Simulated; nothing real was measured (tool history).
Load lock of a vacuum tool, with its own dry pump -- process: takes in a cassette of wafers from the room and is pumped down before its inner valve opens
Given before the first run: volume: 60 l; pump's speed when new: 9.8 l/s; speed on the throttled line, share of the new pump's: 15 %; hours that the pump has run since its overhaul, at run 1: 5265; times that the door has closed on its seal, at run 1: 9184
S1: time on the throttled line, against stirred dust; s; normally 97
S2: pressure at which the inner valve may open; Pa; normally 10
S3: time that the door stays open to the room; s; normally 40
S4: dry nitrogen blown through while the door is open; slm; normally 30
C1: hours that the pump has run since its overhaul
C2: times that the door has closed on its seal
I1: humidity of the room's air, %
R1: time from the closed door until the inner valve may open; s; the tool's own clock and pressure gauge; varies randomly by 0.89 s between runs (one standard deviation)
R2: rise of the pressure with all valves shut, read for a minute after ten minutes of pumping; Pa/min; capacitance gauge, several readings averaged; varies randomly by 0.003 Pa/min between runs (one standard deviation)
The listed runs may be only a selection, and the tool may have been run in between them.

Run 1, hour 0.0: usual settings; C1 5265; C2 9184; I1 46.5. Result: R1 143.2 s, R2 0.040 Pa/min.
Run 2, hour 118.2: usual settings; C1 5384; C2 9364; I1 45.4. Result: R1 142.5 s, R2 0.035 Pa/min.
Run 3, hour 266.3: usual settings; C1 5532; C2 9590; I1 46.1. Result: R1 144.0 s, R2 0.034 Pa/min.
Run 4, hour 368.1: usual settings; C1 5634; C2 9746; I1 45.1. Result: R1 145.1 s, R2 0.038 Pa/min.
Run 5, hour 515.8: usual settings; C1 5781; C2 9972; I1 46.0. Result: R1 145.7 s, R2 0.042 Pa/min.
Run 6, hour 611.5: usual settings; C1 5877; C2 10118; I1 39.5. Result: R1 144.7 s, R2 0.039 Pa/min.
Run 7, hour 752.6: usual settings but S1 60 s; C1 6018; C2 10333; I1 42.1. Result: R1 114.2 s, R2 0.036 Pa/min.
Run 8, hour 902.2: usual settings but S1 60 s; C1 6168; C2 10562; I1 46.2. Result: R1 115.4 s, R2 0.042 Pa/min.
Run 9, hour 973.7: usual settings but S1 60 s, S3 135 s; C1 6239; C2 10671; I1 44.8. Result: R1 113.9 s, R2 0.055 Pa/min.
Run 10, hour 1108.8: usual settings but S1 60 s, S3 135 s; C1 6374; C2 10878; I1 44.1. Result: R1 113.4 s, R2 0.058 Pa/min.
Run 11, hour 1232.9: usual settings but S1 84 s, S3 135 s; C1 6498; C2 11067; I1 43.5. Result: R1 134.1 s, R2 0.062 Pa/min.
Run 12, hour 1352.6: usual settings but S3 153 s, S4 27 slm; C1 6618; C2 11250; I1 42.9. Result: R1 145.4 s, R2 0.068 Pa/min.
Run 13, hour 1479.2: usual settings but S1 110 s, S3 165 s, S4 27 slm; C1 6745; C2 11443; I1 44.6. Result: R1 157.2 s, R2 0.071 Pa/min.
Run 14, hour 1584.2: usual settings but S1 110 s, S3 165 s, S4 27 slm; C1 6850; C2 11604; I1 43.5. Result: R1 157.5 s, R2 0.066 Pa/min.
Run 15, hour 1710.5: usual settings but S1 134 s, S3 74 s, S4 4 slm; C1 6976; C2 11797; I1 42.0. Result: R1 175.0 s, R2 0.084 Pa/min.
Run 16, hour 1861.8: usual settings but S2 18 Pa, S3 29 s; C1 7127; C2 12028; I1 45.6. Result: R1 142.4 s, R2 0.050 Pa/min.
Run 17, hour 2014.3: usual settings but S2 18 Pa, S3 29 s; C1 7280; C2 12261; I1 47.0. Result: R1 141.5 s, R2 0.039 Pa/min.
Run 18, hour 2119.3: usual settings but S1 56 s, S4 17 slm; C1 7385; C2 12421; I1 46.7. Result: R1 112.2 s, R2 0.053 Pa/min.
Run 19, hour 2234.7: usual settings but S1 78 s, S4 18 slm; C1 7500; C2 12598; I1 47.8. Result: R1 130.2 s, R2 0.052 Pa/min.

What if the next run were any one of these 4? Each begins from the tool's condition after run 19:
Run A, hour 2375.1: usual settings but S1 165 s, S3 62 s, S4 18 slm; C1 7641; C2 12812; I1 44.8. Result: R1 ?, R2 ?.
Run B, hour 2375.1: usual settings but S1 187 s, S3 106 s, S4 18 slm; C1 7641; C2 12812; I1 42.8. Result: R1 ?, R2 ?.
Run C, hour 2375.1: usual settings but S3 131 s, S4 9 slm; C1 7641; C2 12812; I1 46.3. Result: R1 ?, R2 ?.
Run D, hour 2375.1: usual settings but S1 140 s, S3 84 s; C1 7641; C2 12812; I1 45.0. Result: R1 ?, R2 ?.

run     R1     R2
  A  202.1  0.065
  B  219.8  0.076
  C  145.1  0.104
  D  179.6  0.063
Had the tool no hidden state, the same runs would have come out as:
run     R1     R2
  A  196.2  0.030
  B  214.6  0.040
  C  137.5  0.068
  D  173.1  0.028

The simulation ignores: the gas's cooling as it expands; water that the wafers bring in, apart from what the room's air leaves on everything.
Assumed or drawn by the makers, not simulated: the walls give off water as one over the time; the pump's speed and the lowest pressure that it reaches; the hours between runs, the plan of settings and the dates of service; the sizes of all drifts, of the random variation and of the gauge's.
